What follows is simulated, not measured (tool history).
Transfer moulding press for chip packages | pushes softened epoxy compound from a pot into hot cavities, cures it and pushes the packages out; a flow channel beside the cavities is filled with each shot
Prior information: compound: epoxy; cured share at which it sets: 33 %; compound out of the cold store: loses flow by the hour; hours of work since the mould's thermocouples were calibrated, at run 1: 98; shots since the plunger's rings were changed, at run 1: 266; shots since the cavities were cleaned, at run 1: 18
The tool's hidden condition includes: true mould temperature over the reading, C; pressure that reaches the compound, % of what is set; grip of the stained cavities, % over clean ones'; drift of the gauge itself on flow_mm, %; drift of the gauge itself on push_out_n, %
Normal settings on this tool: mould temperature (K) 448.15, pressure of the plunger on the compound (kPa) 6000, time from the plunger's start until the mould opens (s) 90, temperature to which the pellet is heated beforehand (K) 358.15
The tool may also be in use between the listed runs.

run   hour  mould temperature (K)  pressure of the plunger on the compound (kPa)  time from the plunger's start until the mould opens (s)  temperature to which the pellet is heated beforehand (K)  hours of work since the mould's thermocouples were calibrated  shots since the plunger's rings were changed  shots since the cavities were cleaned  incoming compound's hours out of the cold store  length that the compound runs in the flow channel (mm)  greatest force on the pins that push the packages out (N)
  1      0                 448.15                                           6000                                                       90                                                    358.15                                                             98                                           266                                     18                                             47.3                                                     705                                                        484
  2   30.2                 448.15                                           6000                                                       90                                                    358.15                                                            114                                           550                                    302                                             30.8                                                     741                                                        505
  3   57.3                 448.15                                           6000                                                       90                                                    358.15                                                            128                                           806                                    558                                               23                                                     756                                                        506
  4   87.9                 448.15                                           6000                                                       90                                                    358.15                                                            145                                          1095                                    847                                             47.3                                                     706                                                        479
       107  -- cavities cleaned with cleaning compound and waxed
  5  124.7                 448.15                                           6000                                                       90                                                    358.15                                                            163                                          1428                                    167                                             18.8                                                     767                                                        494
  6  150.7                 448.15                                           5050                                                       90                                                    358.15                                                            177                                          1673                                    412                                             24.8                                                     693                                                        486
  7  176.1                 448.15                                           5050                                                       90                                                    358.15                                                            190                                          1913                                    652                                             46.3                                                     649                                                        482
  8  209.7                 448.15                                           6000                                                       90                                                    358.15                                                            208                                          2229                                    968                                             15.1                                                     775                                                        505
     214.2  -- cavities cleaned with cleaning compound and waxed
  9  227.2                 448.15                                           6000                                                       90                                                    358.15                                                            217                                          2380                                    122                                             40.8                                                     717                                                        488
 10  259.8                 444.15                                           6000                                                       90                                                    358.15                                                            234                                          2688                                    430                                             40.2                                                     732                                                        602
 11  277.1                 450.15                                           4590                                                       80                                                    358.15                                                            243                                          2851                                    593                                               16                                                     672                                                        514
 12  310.5                 450.15                                           4590                                                       80                                                    358.15                                                            261                                          3167                                    909                                              8.8                                                     684                                                        544
     322.3  -- cavities cleaned with cleaning compound and waxed
 13  343.6                 444.15                                           6000                                                       95                                                    352.15                                                            277                                          3464                                    201                                             41.9                                                     727                                                        555
 14  362.9                 454.15                                           6000                                                       89                                                    352.15                                                            287                                          3647                                    384                                             37.7                                                     708                                                        438
 15  396.1                 448.15                                           6000                                                       78                                                    366.15                                                            305                                          3960                                    697                                              8.3                                                     789                                                        636
 16  414.1                 440.15                                           6000                                                      113                                                    361.15                                                            314                                          4129                                    866                                             35.7                                                     754                                                        514
     429.5  -- cavities cleaned with cleaning compound and waxed
 17  435.2                 449.15                                           6000                                                      121                                                    358.15                                                            325                                          4314                                     54                                               42                                                     712                                                        451
 18  455.3                 448.15                                           6570                                                       78                                                    358.15                                                            335                                          4504                                    244                                             17.9                                                     805                                                        616
 19  485.9                 443.15                                           5730                                                       71                                                    351.15                                                            352                                          4793                                    533                                             34.9                                                     728                                                       1063

Forecast each of these 4 alternatives for the next run:
     498.7  -- plunger's sealing rings changed
  A  518.7                 454.15                                           6030                                                       71                                                    351.15                                                            368                                           188                                    818                                             31.4                                                       ?                                                          ?
     498.7  -- plunger's sealing rings changed
  B  518.7                 443.15                                           5730                                                       71                                                    353.15                                                            368                                           188                                    818                                             41.6                                                       ?                                                          ?
     498.7  -- plunger's sealing rings changed
  C  518.7                 443.15                                           5570                                                       71                                                    351.15                                                            368                                           188                                    818                                             36.8                                                       ?                                                          ?
     498.7  -- plunger's sealing rings changed
  D  518.7                 449.15                                           6300                                                       71                                                    351.15                                                            368                                           188                                    818                                              8.2                                                       ?                                                          ?

run  length that the compound runs in the flow channel (mm)  greatest force on the pins that push the packages out (N)
  A                                                     723                                                        488
  B                                                     715                                                       1085
  C                                                     715                                                       1070
  D                                                     806                                                        717
Without the tool's unlogged condition, the same runs would have read:
run  length that the compound runs in the flow channel (mm)  greatest force on the pins that push the packages out (N)
  A                                                     723                                                        484
  B                                                     715                                                       1076
  C                                                     715                                                       1060
  D                                                     806                                                        710
